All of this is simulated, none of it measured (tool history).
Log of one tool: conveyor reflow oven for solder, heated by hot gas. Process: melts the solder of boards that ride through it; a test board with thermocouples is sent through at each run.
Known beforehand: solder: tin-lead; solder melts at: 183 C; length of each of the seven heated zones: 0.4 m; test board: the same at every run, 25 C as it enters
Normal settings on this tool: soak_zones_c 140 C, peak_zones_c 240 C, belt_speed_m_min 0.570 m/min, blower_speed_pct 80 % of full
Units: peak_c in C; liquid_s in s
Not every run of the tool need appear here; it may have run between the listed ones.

run   hour  soak_zones_c  peak_zones_c  belt_speed_m_min  blower_speed_pct  peak_c  liquid_s
  1    0.0           140           240             0.570                80   230.3      73.9
  2   10.7           140           241             0.570                80   231.2      74.6
  3   18.3           140           241             0.570                80   231.3      74.6
  4   27.3           140           241             0.570                80   231.1      74.4
  5   33.4           140           241             0.570                80   231.1      74.6
  6   45.7           140           240             0.570                80   230.3      74.1
  7   52.7           140           240             0.570                80   230.6      73.9
  8   65.3           140           240             0.570                80   230.3      73.8
  9   73.2           140           240             0.570                80   230.5      74.1
 10   83.6           140           238             0.570                80   228.4      73.1
 11   89.8           140           240             0.570                80   230.5      74.1
 12  101.7           140           240             0.570                80   230.3      73.8
 13  108.0           140           240             0.570                80   230.3      73.9
 14  119.5           140           240             0.570                50   222.9      68.4
 15  127.2           140           240             0.570                50   222.6      68.3
 16  139.8           140           240             0.570                50   222.4      68.5
 17  146.5           140           240             0.557                80   230.8      76.1
 18  152.7           140           234             0.570                80   224.7      70.5
 19  159.3           140           234             0.570                80   224.6      70.2
 20  166.9           140           234             0.570                80   224.6      71.6
 21  174.5           140           233             0.606                83   222.8      65.3
 22  183.1           140           233             0.642                80   220.5      59.5
 23  188.2           140           233             0.642                80   220.7      59.6
 24  197.7           133           233             0.642                54   212.1      49.5
 25  204.0           154           235             0.570                80   227.4      77.8
 26  215.5           132           253             0.619                72   236.5      68.9
 27  228.0           132           253             0.619                72   236.7      68.6
 28  238.7           132           253             0.619                72   236.9      68.7
 29  251.2           132           253             0.619                72   236.4      68.8
 30  257.7           125           247             0.570                80   234.8      71.7
 31  267.3           125           252             0.570                80   239.8      74.5

Some steps in peak_c, run to run, broken into two amounts with sign: the step expected even without the hidden condition (settings, incoming material, random variation), and the rest, left for the hidden condition together with whatever gauge scatter is not in both the measured and the hidden-condition-free result:
Hidden state at play: heat that the gas passes to the board, % of a clean oven's; belt's true speed, % of the reading; true gas temperature in zones 6 and 7 over the reading, C; drift of the gauge itself on peak_c, C; drift of the gauge itself on liquid_s, %.
Run 20 -> 21: peak_zones_c 234 -> 233, belt_speed_m_min 0.570 -> 0.606, blower_speed_pct 80 -> 83. peak_c -1.8 C: hidden state -0.1, all else -1.7.
Run 21 -> 22: belt_speed_m_min 0.606 -> 0.642, blower_speed_pct 83 -> 80. peak_c -2.3 C: hidden state -0.1, all else -2.2.
Run 23 -> 24: soak_zones_c 140 -> 133, blower_speed_pct 80 -> 54. peak_c -8.6 C: hidden state +0.0, all else -8.6.
Run 24 -> 25: soak_zones_c 133 -> 154, peak_zones_c 233 -> 235, belt_speed_m_min 0.642 -> 0.570, blower_speed_pct 54 -> 80. peak_c +15.3 C: hidden state +0.1, all else +15.2.
Run 25 -> 26: soak_zones_c 154 -> 132, peak_zones_c 235 -> 253, belt_speed_m_min 0.570 -> 0.619, blower_speed_pct 80 -> 72. peak_c +9.1 C: hidden state -0.2, all else +9.3.

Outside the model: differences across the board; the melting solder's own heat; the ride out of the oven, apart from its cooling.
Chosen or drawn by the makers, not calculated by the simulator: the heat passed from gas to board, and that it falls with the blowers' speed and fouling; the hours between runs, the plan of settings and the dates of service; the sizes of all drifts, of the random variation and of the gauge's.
